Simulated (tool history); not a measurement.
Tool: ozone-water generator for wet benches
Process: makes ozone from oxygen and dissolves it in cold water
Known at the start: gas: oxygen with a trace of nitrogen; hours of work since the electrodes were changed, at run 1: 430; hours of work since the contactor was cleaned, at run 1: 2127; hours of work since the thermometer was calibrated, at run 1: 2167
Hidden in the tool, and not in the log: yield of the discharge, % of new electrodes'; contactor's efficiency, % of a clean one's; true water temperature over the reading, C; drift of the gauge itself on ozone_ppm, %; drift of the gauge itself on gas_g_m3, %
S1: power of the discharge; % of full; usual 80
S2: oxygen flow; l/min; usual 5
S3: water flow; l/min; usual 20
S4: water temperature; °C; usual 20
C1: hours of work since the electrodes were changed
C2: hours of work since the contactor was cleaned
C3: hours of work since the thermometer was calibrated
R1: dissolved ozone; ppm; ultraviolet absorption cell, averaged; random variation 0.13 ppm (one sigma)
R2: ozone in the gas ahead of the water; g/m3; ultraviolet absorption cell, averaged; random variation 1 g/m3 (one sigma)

run,hour,S1,S2,S3,S4,C1,C2,C3,R1,R2
1,0,80,5,20,20,430,2127,2167,14.4,182.1
2,16.9,80,5,20,20,445,2142,2183,14.1,180.3
3,42.4,80,4.02,20,20,469,2165,2206,14.5,206.8
4,58.8,80,4.02,20,20,483,2180,2221,14.7,206.1
5,89,80,5,20,20,511,2207,2248,14.6,181
6,110.3,80,5,20,20,530,2227,2267,14.2,180.6
7,129.5,80,3.21,20,20,547,2244,2285,14.2,235.9
8,144.4,80,3.21,20,20,561,2258,2298,14.2,235.6
9,167,80,3.21,20,20,581,2278,2319,14.2,236.6
10,183.8,80,3.33,20,20,597,2293,2334,14.1,231.3
11,211.2,80,3.33,20,20,621,2318,2358,14.3,229.1
12,229.1,74,6.63,14,18,638,2334,2375,18.3,147.1
13,244.6,74,6.63,14,18,652,2348,2389,18.1,146.8
# hour 247.2: water thermometer calibrated
14,272.1,74,6.63,14,18,676,2373,23,17.9,146.4
15,301.9,70,8.79,29,20,703,2400,50,9.1,120.3
16,329.6,70,8.79,29,20,728,2425,75,9.3,120.4
17,360.3,88,8.92,29,20,756,2453,102,10.5,136.7
18,377.7,88,8.92,29,20,772,2468,118,10.4,135.5
19,402,88,8.92,29,20,794,2490,140,10.4,137.5

Forecast each of these 5 alternatives for the next run:
# hour 413.6: water thermometer calibrated, once more
A,419.9,87,8.86,20,24,809,2506,6,?,?
# hour 413.6: water thermometer calibrated, once more
B,419.9,45,8.92,20,13,809,2506,6,?,?
# hour 413.6: water thermometer calibrated, once more
C,419.9,85,5.58,14,20,809,2506,6,?,?
# hour 413.6: water thermometer calibrated, once more
D,419.9,56,8.92,29,20,809,2506,6,?,?
# hour 413.6: water thermometer calibrated, once more
E,419.9,88,5.63,32,27,809,2506,6,?,?

run,R1,R2
A,12.9,135.6
B,10.9,90.8
C,19.7,176.8
D,8,103.5
E,8.7,178.1
Without the tool's hidden state the same runs would have given:
run,R1,R2
A,13.4,137.7
B,11.3,91.8
C,20.5,179.6
D,8.3,104.8
E,9.1,181
